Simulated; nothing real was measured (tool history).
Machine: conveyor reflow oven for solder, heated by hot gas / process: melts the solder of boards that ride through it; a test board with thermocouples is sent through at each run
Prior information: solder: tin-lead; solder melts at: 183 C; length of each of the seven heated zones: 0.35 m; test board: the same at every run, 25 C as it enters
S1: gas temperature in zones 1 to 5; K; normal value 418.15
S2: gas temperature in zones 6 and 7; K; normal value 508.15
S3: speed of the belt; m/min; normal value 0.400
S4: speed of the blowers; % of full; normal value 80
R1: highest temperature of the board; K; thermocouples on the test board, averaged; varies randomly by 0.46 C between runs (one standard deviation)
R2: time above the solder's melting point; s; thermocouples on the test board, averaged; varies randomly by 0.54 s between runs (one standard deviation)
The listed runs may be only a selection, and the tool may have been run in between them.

run    hour      S1      S2     S3  S4      R1     R2
  1     0.0  418.15  508.15  0.400  80  495.15   92.1
  2    41.6  418.15  508.15  0.400  80  495.25   90.2
  3   100.5  418.15  508.15  0.400  80  496.15   91.1
  4   131.7  418.15  508.15  0.400  80  495.15   90.6
  5   172.8  418.15  508.15  0.400  80  493.95   91.1
  6   219.7  421.15  508.15  0.400  80  494.55   91.9
  7   258.0  418.15  508.15  0.400  80  494.65   90.1
      273.5  -- flux residue cleaned out of gas plates and filters
      288.7  -- belt drive overhauled, speed set with a stopwatch
  8   316.5  418.15  508.15  0.400  80  495.65   88.8
  9   354.3  418.15  508.15  0.400  80  495.25   88.6
 10   418.5  418.15  508.15  0.474  80  491.15   70.5
 11   476.2  418.15  508.15  0.474  80  489.95   69.8
 12   528.5  418.15  508.15  0.474  80  489.95   69.2
      535.1  -- thermocouples of zones 6 and 7 changed
 13   577.3  418.15  508.15  0.474  80  492.95   71.9
 14   631.8  418.15  508.15  0.474  80  492.95   72.8
 15   673.6  418.15  508.15  0.474  80  493.05   72.2
 16   706.3  423.15  508.15  0.400  80  498.35   93.9
 17   764.0  421.15  516.15  0.400  80  504.35   96.7
 18   810.2  423.15  508.15  0.422  82  496.45   86.6
 19   870.3  418.15  500.15  0.400  80  488.45   83.6
 20   914.3  418.15  502.15  0.324  69  492.35  109.7
      945.3  -- flux residue cleaned out of gas plates and filters
 21   959.4  418.15  502.15  0.324  69  494.45  112.7
 22  1001.5  429.15  502.15  0.347  87  495.75  111.5
 23  1035.7  418.15  508.15  0.330  80  500.55  114.6
 24  1083.5  418.15  508.15  0.330  80  501.15  114.8
 25  1131.6  418.15  508.15  0.330  80  500.35  115.3
 26  1184.0  418.15  508.15  0.330  80  499.65  114.9
 27  1243.9  418.15  508.15  0.467  63  488.35   68.3
 28  1296.6  403.15  516.15  0.374  74  501.85   94.2
 29  1351.6  418.15  508.15  0.345  70  497.45  107.0
 30  1387.5  418.15  514.15  0.326  61  502.65  115.9
 31  1417.6  418.15  514.15  0.326  61  502.35  117.4

3 options for the next run, each taken on its own from the tool as it stands now. Forecast them:
  A  1480.0  418.15  514.15  0.405  61   ?   ?
  B  1480.0  418.15  512.15  0.362  62   ?   ?
  C  1480.0  425.15  523.15  0.391  80   ?   ?

run      R1     R2
  A  496.35   87.9
  B  498.25  101.4
  C  510.15  104.8
What these runs would have given with no unlogged condition in the tool:
run      R1     R2
  A  500.15   89.5
  B  501.85  102.7
  C  514.15  104.6

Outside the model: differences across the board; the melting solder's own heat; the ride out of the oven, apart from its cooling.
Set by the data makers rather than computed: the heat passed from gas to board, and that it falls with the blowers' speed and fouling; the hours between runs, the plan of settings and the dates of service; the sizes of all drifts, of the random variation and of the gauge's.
